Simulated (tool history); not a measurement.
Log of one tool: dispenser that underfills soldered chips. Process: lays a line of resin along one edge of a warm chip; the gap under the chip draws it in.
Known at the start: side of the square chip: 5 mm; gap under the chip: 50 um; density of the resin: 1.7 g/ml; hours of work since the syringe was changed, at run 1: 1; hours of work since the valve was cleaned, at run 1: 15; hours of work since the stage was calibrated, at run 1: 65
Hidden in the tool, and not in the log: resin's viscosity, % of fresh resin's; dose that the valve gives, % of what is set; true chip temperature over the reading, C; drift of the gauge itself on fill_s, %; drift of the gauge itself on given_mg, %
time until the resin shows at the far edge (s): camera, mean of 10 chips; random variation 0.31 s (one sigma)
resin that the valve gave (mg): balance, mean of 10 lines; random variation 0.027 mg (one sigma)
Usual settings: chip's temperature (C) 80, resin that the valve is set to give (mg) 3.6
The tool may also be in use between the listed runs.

| run | hour | chip's temperature (C) | resin that the valve is set to give (mg) | hours of work since the syringe was changed | hours of work since the valve was cleaned | hours of work since the stage was calibrated | time until the resin shows at the far edge (s) | resin that the valve gave (mg) |
|---|---|---|---|---|---|---|---|---|
| 1 | 0 | 80 | 3.6 | 1 | 15 | 65 | 6 | 3.55 |
| 2 | 6.2 | 80 | 3.6 | 5 | 19 | 69 | 9.2 | 3.58 |
|  | 15.1 | new syringe of resin |
| 3 | 15.1 | 80 | 3.6 | 0 | 25 | 75 | 6.2 | 3.51 |
| 4 | 20.9 | 80 | 4.36 | 4 | 29 | 79 | 8.2 | 4.31 |
|  | 31.2 | new syringe of resin |
| 5 | 32.3 | 80 | 3.63 | 1 | 37 | 87 | 6.3 | 3.49 |
| 6 | 37.7 | 80 | 3.63 | 5 | 41 | 91 | 8.2 | 3.54 |
|  | 47.4 | new syringe of resin |
| 7 | 49.5 | 80 | 3.63 | 2 | 49 | 99 | 7 | 3.51 |
|  | 56.1 | dispensing valve cleaned and set on the balance |
| 8 | 62 | 80 | 3.63 | 10 | 4 | 107 | 12.8 | 3.61 |
|  | 64.8 | new syringe of resin |
| 9 | 73.8 | 80 | 3.6 | 6 | 12 | 115 | 10.4 | 3.57 |
|  | 80.8 | new syringe of resin |
| 10 | 83.7 | 80 | 3.6 | 2 | 19 | 122 | 7 | 3.55 |
| 11 | 89.3 | 80 | 3.6 | 6 | 23 | 126 | 9.6 | 3.54 |
|  | 97.3 | new syringe of resin |
| 12 | 99.1 | 80 | 3.6 | 1 | 30 | 133 | 6.4 | 3.49 |
| 13 | 108.2 | 80 | 3.94 | 8 | 36 | 139 | 11.1 | 3.83 |
|  | 113.6 | new syringe of resin |
| 14 | 115.6 | 70 | 4.14 | 1 | 41 | 144 | 10 | 4 |
| 15 | 124.4 | 87 | 4.14 | 8 | 47 | 150 | 8.8 | 3.96 |
|  | 129.6 | new syringe of resin |
|  | 133.3 | dispensing valve cleaned and set on the balance |
| 16 | 137.6 | 87 | 4.14 | 5 | 3 | 159 | 7 | 4.12 |
| 17 | 143.9 | 77 | 3.43 | 9 | 8 | 163 | 14.2 | 3.43 |
|  | 146.7 | new syringe of resin |
| 18 | 150.5 | 89 | 3.37 | 3 | 12 | 168 | 4.5 | 3.35 |
| 19 | 156.3 | 67 | 3.85 | 7 | 16 | 172 | 17.1 | 3.79 |
|  | 162.7 | new syringe of resin |
| 20 | 167.8 | 93 | 3.86 | 4 | 24 | 180 | 4.4 | 3.8 |

Forecast each of these 4 alternatives for the next run:
| A | 176.3 | 89 | 3.6 | 10 | 30 | 186 | ? | ? |
| B | 176.3 | 91 | 4.3 | 10 | 30 | 186 | ? | ? |
| C | 176.3 | 73 | 3.6 | 10 | 30 | 186 | ? | ? |
| D | 176.3 | 85 | 3.61 | 10 | 30 | 186 | ? | ? |

| run | time until the resin shows at the far edge (s) | resin that the valve gave (mg) |
|---|---|---|
| A | 8.5 | 3.51 |
| B | 8.3 | 4.21 |
| C | 16.5 | 3.46 |
| D | 10.8 | 3.52 |
Without the tool's hidden state the same runs would have given:
| run | time until the resin shows at the far edge (s) | resin that the valve gave (mg) |
|---|---|---|
| A | 3.9 | 3.6 |
| B | 4 | 4.31 |
| C | 7.9 | 3.54 |
| D | 5.4 | 3.6 |

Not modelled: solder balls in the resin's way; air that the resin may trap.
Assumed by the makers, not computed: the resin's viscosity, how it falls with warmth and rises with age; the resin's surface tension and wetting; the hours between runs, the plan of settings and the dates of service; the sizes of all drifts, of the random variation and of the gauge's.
